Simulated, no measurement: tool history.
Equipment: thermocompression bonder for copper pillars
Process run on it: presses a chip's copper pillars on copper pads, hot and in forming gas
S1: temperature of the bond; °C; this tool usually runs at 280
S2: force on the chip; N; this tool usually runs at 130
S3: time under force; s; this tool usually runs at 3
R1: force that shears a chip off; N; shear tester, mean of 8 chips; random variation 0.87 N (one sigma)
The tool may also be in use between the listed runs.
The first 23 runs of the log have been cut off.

run	hour	S1	S2	S3	R1
24	505.4	288	109	2	69.1
25	533.7	295	103	9	103.6
26	553.0	295	103	9	104.3
27	567.0	254	130	3	64.8
28	581.8	306	130	3	98.9
29	600.6	297	130	2	84.4
30	626.7	288	130	8	108.5
31	650.9	257	104	8	74.3
32	664.3	278	178	3	99.1
33	694.5	267	178	6	105.9
34	712.8	267	178	5	101.9
35	731.2	267	178	5	101.0
36	753.6	267	178	5	100.1
37	779.1	280	118	2	63.6
38	804.8	258	95	9	68.9
39	831.7	280	102	9	86.6
40	857.6	280	109	6	84.1

Here are 4 independent what-if runs from the current tool condition. What would each one return?
A	878.8	281	109	7	?
B	878.8	280	78	6	?
C	878.8	280	109	4	?
D	878.8	300	84	3	?

run	R1
A	86.2
B	61.0
C	72.8
D	62.7
Without the tool's hidden state the same runs would have given:
run	R1
A	95.1
B	66.8
C	79.9
D	68.8
